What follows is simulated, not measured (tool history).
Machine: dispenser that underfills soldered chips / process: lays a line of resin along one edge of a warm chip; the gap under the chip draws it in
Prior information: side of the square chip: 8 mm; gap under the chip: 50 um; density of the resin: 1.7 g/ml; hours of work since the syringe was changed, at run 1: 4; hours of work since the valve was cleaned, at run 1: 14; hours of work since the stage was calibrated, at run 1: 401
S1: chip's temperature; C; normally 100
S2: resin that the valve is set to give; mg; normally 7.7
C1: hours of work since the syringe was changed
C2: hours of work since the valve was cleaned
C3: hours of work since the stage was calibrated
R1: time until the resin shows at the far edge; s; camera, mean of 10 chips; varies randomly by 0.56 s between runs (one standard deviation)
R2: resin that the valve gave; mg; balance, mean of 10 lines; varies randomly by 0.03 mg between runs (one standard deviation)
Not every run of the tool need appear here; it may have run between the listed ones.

run   hour   S1    S2  C1  C2   C3    R1    R2
  1      0  100   7.7   4  14  401    63  7.64
       9.5  -- new syringe of resin
  2   10.3   88   7.7   1  21  408  69.6  7.59
      24.1  -- new syringe of resin
  3   24.7  111   7.7   0  31  418  37.9  7.49
  4   32.1  100   7.7   6  37  424    69  7.44
      38.6  -- new syringe of resin
      44.8  -- dispensing valve cleaned and set on the balance
  5   49.6  100   7.7   7   3  436  75.5  7.66
      54.8  -- new syringe of resin
  6   61.6  100   7.7   5  12  444  65.8  7.65
      69.6  -- new syringe of resin
  7   75.4   96  9.43   4  22  454  68.2   9.3
      84.7  -- new syringe of resin
  8   89.8   98  8.82   4  32  464  64.2  8.65
     100.1  -- new syringe of resin
  9  100.6   98  8.82   0  39  472  50.3  8.53
     108.9  -- dispensing valve cleaned and set on the balance
     116.8  -- new syringe of resin
 10  118.9  113   7.7   2   7  484  37.9  7.72
 11  127.7  109  9.39   8  13  490  60.9  9.32

What does the tool deliver on the next run?
     132.6  -- new syringe of resin
 12  144.8  109  9.39   9  25  502   ?   ?

For run 12 the tool returned R1 66.3 s, R2 9.12 mg.
Without the tool's hidden state the same run would have given R1 36.1 s, R2 9.32 mg.
